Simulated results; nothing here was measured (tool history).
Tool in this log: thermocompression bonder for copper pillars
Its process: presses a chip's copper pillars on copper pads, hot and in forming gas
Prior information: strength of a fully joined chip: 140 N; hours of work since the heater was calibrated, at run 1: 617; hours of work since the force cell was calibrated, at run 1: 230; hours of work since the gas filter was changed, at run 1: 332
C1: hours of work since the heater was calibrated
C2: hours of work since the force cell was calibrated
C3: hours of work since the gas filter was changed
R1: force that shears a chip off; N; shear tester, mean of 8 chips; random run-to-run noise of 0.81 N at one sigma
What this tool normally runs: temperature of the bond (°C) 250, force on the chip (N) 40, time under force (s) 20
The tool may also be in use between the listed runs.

run 1 hour=0.0 | temperature_of_the_bond_(°C)=250 force_on_the_chip_(N)=40 time_under_force_(s)=20 | C1=617 C2=230 C3=332 | R1=48.8
run 2 hour=47.0 | temperature_of_the_bond_(°C)=250 force_on_the_chip_(N)=59 time_under_force_(s)=20 | C1=652 C2=265 C3=367 | R1=66.0
run 3 hour=87.8 | temperature_of_the_bond_(°C)=250 force_on_the_chip_(N)=59 time_under_force_(s)=20 | C1=683 C2=296 C3=397 | R1=64.8
-- hour=96.5 forming gas filter changed
run 4 hour=124.0 | temperature_of_the_bond_(°C)=250 force_on_the_chip_(N)=40 time_under_force_(s)=28 | C1=709 C2=322 C3=21 | R1=57.2
-- hour=160.9 heater calibrated with a thermocouple chip
run 5 hour=163.2 | temperature_of_the_bond_(°C)=250 force_on_the_chip_(N)=40 time_under_force_(s)=28 | C1=2 C2=350 C3=48 | R1=67.0
run 6 hour=221.2 | temperature_of_the_bond_(°C)=250 force_on_the_chip_(N)=40 time_under_force_(s)=20 | C1=45 C2=393 C3=91 | R1=58.2
run 7 hour=265.9 | temperature_of_the_bond_(°C)=250 force_on_the_chip_(N)=40 time_under_force_(s)=20 | C1=78 C2=426 C3=125 | R1=58.5
run 8 hour=296.7 | temperature_of_the_bond_(°C)=250 force_on_the_chip_(N)=40 time_under_force_(s)=20 | C1=101 C2=449 C3=148 | R1=59.5
run 9 hour=354.4 | temperature_of_the_bond_(°C)=250 force_on_the_chip_(N)=40 time_under_force_(s)=20 | C1=144 C2=492 C3=191 | R1=56.2
run 10 hour=384.6 | temperature_of_the_bond_(°C)=239 force_on_the_chip_(N)=40 time_under_force_(s)=20 | C1=167 C2=515 C3=213 | R1=45.9
run 11 hour=434.8 | temperature_of_the_bond_(°C)=250 force_on_the_chip_(N)=40 time_under_force_(s)=20 | C1=204 C2=552 C3=250 | R1=53.3
run 12 hour=488.5 | temperature_of_the_bond_(°C)=250 force_on_the_chip_(N)=40 time_under_force_(s)=20 | C1=244 C2=592 C3=290 | R1=53.3
run 13 hour=541.1 | temperature_of_the_bond_(°C)=250 force_on_the_chip_(N)=40 time_under_force_(s)=20 | C1=283 C2=631 C3=330 | R1=51.7
run 14 hour=583.6 | temperature_of_the_bond_(°C)=250 force_on_the_chip_(N)=29 time_under_force_(s)=57 | C1=315 C2=663 C3=361 | R1=58.6
run 15 hour=621.0 | temperature_of_the_bond_(°C)=240 force_on_the_chip_(N)=37 time_under_force_(s)=31 | C1=343 C2=691 C3=389 | R1=46.8
-- hour=640.1 forming gas filter changed
run 16 hour=657.6 | temperature_of_the_bond_(°C)=270 force_on_the_chip_(N)=40 time_under_force_(s)=20 | C1=369 C2=718 C3=13 | R1=73.6
run 17 hour=697.5 | temperature_of_the_bond_(°C)=249 force_on_the_chip_(N)=24 time_under_force_(s)=48 | C1=399 C2=747 C3=43 | R1=48.5
run 18 hour=731.7 | temperature_of_the_bond_(°C)=225 force_on_the_chip_(N)=40 time_under_force_(s)=14 | C1=425 C2=773 C3=68 | R1=27.7
run 19 hour=763.9 | temperature_of_the_bond_(°C)=250 force_on_the_chip_(N)=25 time_under_force_(s)=27 | C1=449 C2=797 C3=92 | R1=40.0
run 20 hour=809.6 | temperature_of_the_bond_(°C)=226 force_on_the_chip_(N)=25 time_under_force_(s)=53 | C1=483 C2=831 C3=126 | R1=31.8
run 21 hour=840.3 | temperature_of_the_bond_(°C)=273 force_on_the_chip_(N)=40 time_under_force_(s)=15 | C1=505 C2=854 C3=149 | R1=66.1
run 22 hour=893.1 | temperature_of_the_bond_(°C)=278 force_on_the_chip_(N)=47 time_under_force_(s)=25 | C1=545 C2=893 C3=188 | R1=90.6
run 23 hour=944.8 | temperature_of_the_bond_(°C)=233 force_on_the_chip_(N)=31 time_under_force_(s)=20 | C1=583 C2=932 C3=227 | R1=27.3
run 24 hour=1004.2 | temperature_of_the_bond_(°C)=250 force_on_the_chip_(N)=40 time_under_force_(s)=55 | C1=628 C2=976 C3=271 | R1=69.4
run 25 hour=1046.0 | temperature_of_the_bond_(°C)=250 force_on_the_chip_(N)=31 time_under_force_(s)=35 | C1=659 C2=1007 C3=302 | R1=47.9
run 26 hour=1104.9 | temperature_of_the_bond_(°C)=250 force_on_the_chip_(N)=31 time_under_force_(s)=28 | C1=702 C2=1051 C3=346 | R1=42.9

Alternative continuations, all from the tool just after run 26; predict every row:
-- hour=1151.1 heater calibrated with a thermocouple chip
run A hour=1154.6 | temperature_of_the_bond_(°C)=250 force_on_the_chip_(N)=37 time_under_force_(s)=20 | C1=3 C2=1086 C3=382 | R1=?
-- hour=1151.1 heater calibrated with a thermocouple chip
run B hour=1154.6 | temperature_of_the_bond_(°C)=237 force_on_the_chip_(N)=57 time_under_force_(s)=48 | C1=3 C2=1086 C3=382 | R1=?
-- hour=1151.1 heater calibrated with a thermocouple chip
run C hour=1154.6 | temperature_of_the_bond_(°C)=250 force_on_the_chip_(N)=31 time_under_force_(s)=28 | C1=3 C2=1086 C3=382 | R1=?

run=A R1=53.3
run=B R1=79.7
run=C R1=51.9
Without the tool's hidden state the same runs would have given:
run=A R1=59.9
run=B R1=88.5
run=C R1=58.5
